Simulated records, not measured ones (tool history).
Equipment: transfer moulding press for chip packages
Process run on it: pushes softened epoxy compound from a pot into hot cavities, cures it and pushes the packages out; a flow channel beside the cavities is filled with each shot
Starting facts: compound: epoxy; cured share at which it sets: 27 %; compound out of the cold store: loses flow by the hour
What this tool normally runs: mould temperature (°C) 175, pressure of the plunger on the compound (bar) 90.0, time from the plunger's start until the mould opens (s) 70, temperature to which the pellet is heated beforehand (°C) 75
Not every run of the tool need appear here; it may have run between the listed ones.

| run | hour | mould temperature (°C) | pressure of the plunger on the compound (bar) | time from the plunger's start until the mould opens (s) | temperature to which the pellet is heated beforehand (°C) | incoming compound's hours out of the cold store | length that the compound runs in the flow channel (mm) | greatest force on the pins that push the packages out (N) |
|---|---|---|---|---|---|---|---|---|
| 1 | 0.0 | 175 | 90.0 | 70 | 75 | 17.9 | 800 | 407 |
| 2 | 14.4 | 175 | 90.0 | 57 | 75 | 38.3 | 749 | 795 |
| 3 | 25.5 | 175 | 90.0 | 57 | 75 | 13.6 | 806 | 939 |
| 4 | 38.5 | 178 | 90.0 | 57 | 75 | 23.6 | 774 | 785 |
|  | 50.8 | cavities cleaned with cleaning compound and waxed |
| 5 | 56.5 | 175 | 90.0 | 70 | 75 | 28.2 | 769 | 400 |
| 6 | 69.8 | 175 | 90.0 | 70 | 75 | 44.9 | 730 | 503 |
| 7 | 77.0 | 175 | 90.0 | 70 | 79 | 45.6 | 719 | 513 |
| 8 | 90.7 | 175 | 90.0 | 70 | 79 | 25.4 | 773 | 579 |
|  | 107.2 | cavities cleaned with cleaning compound and waxed |
| 9 | 107.4 | 175 | 90.0 | 70 | 79 | 43.0 | 728 | 322 |
| 10 | 114.7 | 175 | 90.0 | 70 | 75 | 25.9 | 771 | 427 |
|  | 119.7 | plunger's sealing rings changed |
| 11 | 127.1 | 178 | 90.0 | 70 | 75 | 25.4 | 776 | 429 |
| 12 | 139.6 | 178 | 90.0 | 70 | 75 | 13.3 | 810 | 501 |
| 13 | 146.6 | 178 | 90.0 | 70 | 75 | 29.4 | 772 | 491 |
| 14 | 156.9 | 175 | 90.0 | 70 | 76 | 25.4 | 784 | 592 |
|  | 166.4 | cavities cleaned with cleaning compound and waxed |
| 15 | 167.6 | 175 | 90.0 | 70 | 76 | 16.0 | 806 | 361 |
| 16 | 178.9 | 175 | 90.0 | 77 | 80 | 19.5 | 795 | 394 |
| 17 | 192.4 | 172 | 90.0 | 70 | 75 | 26.9 | 785 | 637 |
| 18 | 206.8 | 175 | 100.9 | 70 | 75 | 41.7 | 788 | 562 |
| 19 | 215.2 | 175 | 68.4 | 53 | 75 | 36.4 | 654 | 1150 |
|  | 223.0 | cavities cleaned with cleaning compound and waxed |
| 20 | 233.1 | 175 | 68.4 | 53 | 75 | 11.8 | 704 | 852 |

Here are 5 independent what-if runs from the current tool condition. What would each one return?
| A | 245.9 | 168 | 90.0 | 70 | 75 | 41.0 | ? | ? |
| B | 245.9 | 175 | 68.4 | 79 | 75 | 41.4 | ? | ? |
| C | 245.9 | 171 | 90.0 | 59 | 75 | 17.3 | ? | ? |
| D | 245.9 | 176 | 90.0 | 99 | 72 | 34.8 | ? | ? |
| E | 245.9 | 172 | 68.4 | 81 | 75 | 24.6 | ? | ? |

| run | length that the compound runs in the flow channel (mm) | greatest force on the pins that push the packages out (N) |
|---|---|---|
| A | 755 | 773 |
| B | 643 | 433 |
| C | 806 | 1033 |
| D | 748 | 360 |
| E | 688 | 461 |
What these runs would have given with no unlogged condition in the tool:
| run | length that the compound runs in the flow channel (mm) | greatest force on the pins that push the packages out (N) |
|---|---|---|
| A | 767 | 487 |
| B | 654 | 273 |
| C | 820 | 654 |
| D | 761 | 224 |
| E | 699 | 293 |
